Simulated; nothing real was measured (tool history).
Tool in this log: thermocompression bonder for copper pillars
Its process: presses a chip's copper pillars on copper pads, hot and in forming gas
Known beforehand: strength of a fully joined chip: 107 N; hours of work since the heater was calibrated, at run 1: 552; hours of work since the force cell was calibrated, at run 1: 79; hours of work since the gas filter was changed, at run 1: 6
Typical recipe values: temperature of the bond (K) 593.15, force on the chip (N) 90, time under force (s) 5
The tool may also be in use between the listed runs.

| run | day | temperature of the bond (K) | force on the chip (N) | time under force (s) | hours of work since the heater was calibrated | hours of work since the force cell was calibrated | hours of work since the gas filter was changed | force that shears a chip off (N) |
|---|---|---|---|---|---|---|---|---|
| 1 | 0 | 593.15 | 90 | 5 | 552 | 79 | 6 | 71.3 |
| 2 | 1.05 | 593.15 | 90 | 5 | 567 | 94 | 21 | 70.9 |
| 3 | 1.721 | 621.15 | 90 | 5 | 577 | 104 | 31 | 83.1 |
| 4 | 2.8 | 593.15 | 90 | 5 | 592 | 119 | 46 | 70.6 |
| 5 | 3.825 | 593.15 | 71 | 5 | 607 | 134 | 61 | 62.8 |
| 6 | 4.488 | 593.15 | 90 | 5 | 616 | 144 | 70 | 69.6 |
| 7 | 5.475 | 603.15 | 79 | 12 | 631 | 158 | 84 | 85.8 |
| 8 | 6.45 | 614.15 | 90 | 8 | 645 | 172 | 98 | 86.7 |
| 9 | 7.571 | 575.15 | 62 | 12 | 661 | 188 | 114 | 65.5 |

Run 10 is up next; what results do you expect?
| 10 | 8.642 | 593.15 | 83 | 5 | 676 | 203 | 130 | ? |

{"run 10": {"force that shears a chip off (N)": 66.6}}
Without the tool's hidden state the same run would have given force that shears a chip off (N) 64.3.
